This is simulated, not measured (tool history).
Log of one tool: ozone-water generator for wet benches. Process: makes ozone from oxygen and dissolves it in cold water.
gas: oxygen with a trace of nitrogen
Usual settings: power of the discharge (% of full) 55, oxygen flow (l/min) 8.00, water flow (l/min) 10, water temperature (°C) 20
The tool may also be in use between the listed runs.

| run | hour | power of the discharge (% of full) | oxygen flow (l/min) | water flow (l/min) | water temperature (°C) | dissolved ozone (ppm) | ozone in the gas ahead of the water (g/m3) |
|---|---|---|---|---|---|---|---|
| 1 | 0.0 | 55 | 8.00 | 10 | 20 | 20.1 | 129.8 |
| 2 | 82.7 | 55 | 11.75 | 10 | 20 | 17.3 | 102.5 |
| 3 | 173.6 | 55 | 7.15 | 10 | 20 | 20.4 | 138.9 |
| 4 | 228.9 | 55 | 7.15 | 10 | 20 | 20.4 | 137.8 |
| 5 | 293.7 | 55 | 7.15 | 10 | 20 | 20.4 | 138.6 |
| 6 | 379.0 | 55 | 8.00 | 10 | 13 | 23.1 | 128.0 |
| 7 | 501.3 | 55 | 10.70 | 10 | 20 | 17.8 | 108.1 |
| 8 | 615.0 | 55 | 10.70 | 10 | 20 | 17.8 | 108.5 |
|  | 623.0 | water thermometer calibrated |
| 9 | 705.8 | 55 | 8.00 | 13 | 20 | 17.4 | 128.6 |
| 10 | 768.7 | 55 | 8.00 | 13 | 20 | 17.2 | 126.8 |
| 11 | 883.6 | 55 | 6.05 | 7 | 13 | 29.3 | 150.5 |
| 12 | 987.4 | 55 | 13.43 | 12 | 19 | 15.7 | 94.0 |
|  | 1057.9 | water thermometer calibrated, once more |
| 13 | 1064.9 | 55 | 13.43 | 12 | 19 | 15.6 | 94.3 |
| 14 | 1124.8 | 72 | 9.07 | 11 | 16 | 23.6 | 140.2 |
| 15 | 1208.9 | 72 | 9.07 | 11 | 16 | 23.6 | 141.8 |
| 16 | 1320.6 | 88 | 9.07 | 12 | 16 | 25.6 | 160.2 |
| 17 | 1414.8 | 88 | 10.64 | 6 | 16 | 31.3 | 145.5 |

Forecast each of these 3 alternatives for the next run:
| A | 1536.3 | 88 | 4.65 | 12 | 15 | ? | ? |
| B | 1536.3 | 89 | 13.34 | 9 | 16 | ? | ? |
| C | 1536.3 | 91 | 4.81 | 10 | 13 | ? | ? |

| run | dissolved ozone (ppm) | ozone in the gas ahead of the water (g/m3) |
|---|---|---|
| A | 30.0 | 236.6 |
| B | 25.6 | 127.4 |
| C | 35.0 | 237.5 |
Without the tool's hidden state the same runs would have given:
| run | dissolved ozone (ppm) | ozone in the gas ahead of the water (g/m3) |
|---|---|---|
| A | 32.2 | 247.0 |
| B | 27.4 | 133.1 |
| C | 37.5 | 248.1 |

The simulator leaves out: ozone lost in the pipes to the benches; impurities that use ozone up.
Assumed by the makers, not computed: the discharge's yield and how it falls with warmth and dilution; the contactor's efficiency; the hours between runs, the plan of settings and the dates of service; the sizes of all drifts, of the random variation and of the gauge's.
